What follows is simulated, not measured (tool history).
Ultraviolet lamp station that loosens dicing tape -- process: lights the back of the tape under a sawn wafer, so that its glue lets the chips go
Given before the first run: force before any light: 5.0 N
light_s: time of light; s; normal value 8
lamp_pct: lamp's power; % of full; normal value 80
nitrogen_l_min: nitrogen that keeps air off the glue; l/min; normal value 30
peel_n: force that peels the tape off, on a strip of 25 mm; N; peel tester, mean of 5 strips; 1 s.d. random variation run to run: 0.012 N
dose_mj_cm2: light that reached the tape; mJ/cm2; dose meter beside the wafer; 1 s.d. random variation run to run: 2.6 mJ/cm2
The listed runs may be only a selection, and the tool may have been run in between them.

run   hour  light_s  lamp_pct  nitrogen_l_min  peel_n  dose_mj_cm2
  1    0.0        8        80              30   0.521          333
  2   17.2        8        80              30   0.530          338
  3   33.9        8        80              30   0.527          329
  4   59.3        8        80              30   0.516          333
  5   76.0       16        80              30   0.252          669
  6   93.0        9        80              30   0.442          376
  7  108.8        8        80              30   0.524          330
  8  122.1        8        80              30   0.526          330
  9  146.1       11        80              30   0.326          457
 10  158.2       11        80              16   0.482          461
 11  180.8        8        80              35   0.480          332
 12  204.2        8        80              35   0.503          334
 13  221.1        8        80              35   0.492          334
 14  234.9        8        80              35   0.490          331
 15  251.0        8        80              16   0.774          332
 16  274.3        8        80              30   0.504          332
 17  289.7        9        80              30   0.441          371
 18  315.2        9        80              30   0.433          371
 19  331.1       13        78              44   0.270          525
 20  344.4        8        77              20   0.701          321
 21  361.8        8        77              20   0.732          320
 22  387.7        6        77              20   1.102          243
 23  409.4       13        77              18   0.363          520
 24  425.8        8        67              21   0.847          279
 25  445.6        8        67              21   0.855          276
 26  467.9        8        97              30   0.413          403
 27  483.2        9        97              11   0.610          451
 28  501.3        9        97              11   0.585          453
 29  517.7       14        96              31   0.246          697
 30  540.2       15        87              52   0.227          675
 31  551.0       15        87              52   0.239          670
 32  565.7        6        84              29   0.774          257
 33  591.3        6        84              29   0.729          261
 34  604.7        9        80              30   0.432          377
 35  618.2        5        80              12   1.695          207
 36  643.8        5        80              35   0.988          204

Each row is a separate what-if for the run after 36, all from the same tool condition, not one after another. Results?
  A  669.7       13        80              10       ?            ?
  B  669.7        8        80              42       ?            ?
  C  669.7       11        80               9       ?            ?
  D  669.7        8        80              44       ?            ?
  E  669.7       15        80              35       ?            ?

run  peel_n  dose_mj_cm2
  A   0.506          536
  B   0.447          327
  C   0.681          458
  D   0.424          331
  E   0.249          624
With the hidden condition removed and each run's random variation left untouched, the same runs would have given:
run  peel_n  dose_mj_cm2
  A   0.505          537
  B   0.446          328
  C   0.679          458
  D   0.423          331
  E   0.249          625

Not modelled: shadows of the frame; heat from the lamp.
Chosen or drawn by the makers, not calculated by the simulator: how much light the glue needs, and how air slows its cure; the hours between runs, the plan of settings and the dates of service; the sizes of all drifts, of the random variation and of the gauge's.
